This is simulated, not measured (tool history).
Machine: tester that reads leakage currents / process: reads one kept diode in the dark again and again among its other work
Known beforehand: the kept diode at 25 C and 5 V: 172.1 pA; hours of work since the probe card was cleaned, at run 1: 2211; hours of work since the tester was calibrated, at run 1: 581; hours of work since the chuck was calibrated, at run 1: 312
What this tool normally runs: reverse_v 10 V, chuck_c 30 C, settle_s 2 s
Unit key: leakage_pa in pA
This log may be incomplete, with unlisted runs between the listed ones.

| run | hour | reverse_v | chuck_c | settle_s | hours of work since the probe card was cleaned | hours of work since the tester was calibrated | hours of work since the chuck was calibrated | leakage_pa |
|---|---|---|---|---|---|---|---|---|
| 1 | 0 | 10 | 30 | 2 | 2211 | 581 | 312 | 350.3 |
| 2 | 48.2 | 10 | 30 | 2 | 2248 | 618 | 349 | 354.51 |
| 3 | 100.7 | 10 | 30 | 2 | 2289 | 658 | 389 | 354.66 |
| 4 | 148.7 | 10 | 30 | 2 | 2326 | 695 | 426 | 354.71 |
| 5 | 171.4 | 10 | 30 | 2 | 2343 | 713 | 443 | 356.03 |
| 6 | 216.4 | 10 | 30 | 2 | 2378 | 747 | 478 | 359.56 |
| 7 | 262 | 10 | 30 | 0.38 | 2413 | 782 | 513 | 364.11 |
| 8 | 315.4 | 10 | 30 | 0.38 | 2454 | 823 | 554 | 367.08 |
| 9 | 360.9 | 10 | 30 | 0.38 | 2489 | 858 | 589 | 368.39 |
|  | 367.2 | tester calibrated |
| 10 | 403.1 | 10 | 30 | 0.38 | 2520 | 28 | 620 | 368.46 |
| 11 | 432.4 | 8 | 22 | 4.91 | 2542 | 50 | 643 | 168.24 |
| 12 | 459 | 2.8 | 46 | 6.11 | 2563 | 71 | 663 | 883.29 |
| 13 | 481.5 | 10 | 31 | 1.78 | 2580 | 88 | 680 | 398.47 |
|  | 497.7 | tester calibrated, once more |
| 14 | 511.8 | 10 | 35 | 4.14 | 2602 | 11 | 702 | 556.07 |
| 15 | 557.9 | 6.4 | 60 | 2 | 2637 | 46 | 738 | 3285.58 |
| 16 | 606.1 | 6.4 | 60 | 2 | 2674 | 83 | 775 | 3284.24 |

Run 17, settings as shown, results not yet in. Your forecast:
| 17 | 634.2 | 10 | 32 | 1.14 | 2696 | 105 | 796 | ? |

leakage_pa: 438.42 pA
On a tool with no hidden condition, and with the same random variation, this run would have come out at leakage_pa 400.15 pA.
